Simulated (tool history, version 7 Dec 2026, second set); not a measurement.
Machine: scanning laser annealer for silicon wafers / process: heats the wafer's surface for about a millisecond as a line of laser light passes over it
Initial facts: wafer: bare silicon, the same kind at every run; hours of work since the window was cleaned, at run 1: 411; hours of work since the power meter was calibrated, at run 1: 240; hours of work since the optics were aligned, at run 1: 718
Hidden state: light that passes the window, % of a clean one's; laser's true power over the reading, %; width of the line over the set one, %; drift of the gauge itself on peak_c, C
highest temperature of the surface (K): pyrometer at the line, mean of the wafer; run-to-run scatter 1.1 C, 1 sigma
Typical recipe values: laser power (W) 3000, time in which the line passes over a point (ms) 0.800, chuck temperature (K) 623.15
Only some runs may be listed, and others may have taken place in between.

run   hour  laser power (W)  time in which the line passes over a point (ms)  chuck temperature (K)  hours of work since the window was cleaned  hours of work since the power meter was calibrated  hours of work since the optics were aligned  highest temperature of the surface (K)
  1    0.0             3000                                            0.800                 623.15                                         411                                                 240                                          718                                 1371.15
  2   39.0             3000                                            0.800                 623.15                                         429                                                 258                                          735                                 1372.15
  3   80.5             3000                                            0.800                 623.15                                         447                                                 276                                          754                                 1372.15
  4  138.0             3000                                            0.926                 623.15                                         473                                                 302                                          780                                 1421.15
  5  184.8             3000                                            0.926                 623.15                                         494                                                 323                                          801                                 1420.15
  6  212.1             3000                                            0.926                 623.15                                         506                                                 335                                          813                                 1421.15
  7  264.4             3000                                            0.926                 623.15                                         530                                                 359                                          836                                 1420.15
  8  317.3             2645                                            0.800                 623.15                                         554                                                 382                                          860                                 1277.15
  9  354.1             3000                                            0.611                 623.15                                         570                                                 399                                          877                                 1281.15
 10  381.1             3000                                            0.611                 623.15                                         582                                                 411                                          889                                 1283.15

What does the tool deliver on the next run?
 11  431.1             3000                                            0.744                 623.15                                         605                                                 433                                          911                                       ?

{"run 11": {"highest temperature of the surface (K)": 1345.15}}
Take away the tool's hidden state, keep the run-to-run variation as it was, and the same run would have given highest temperature of the surface (K) 1366.15.
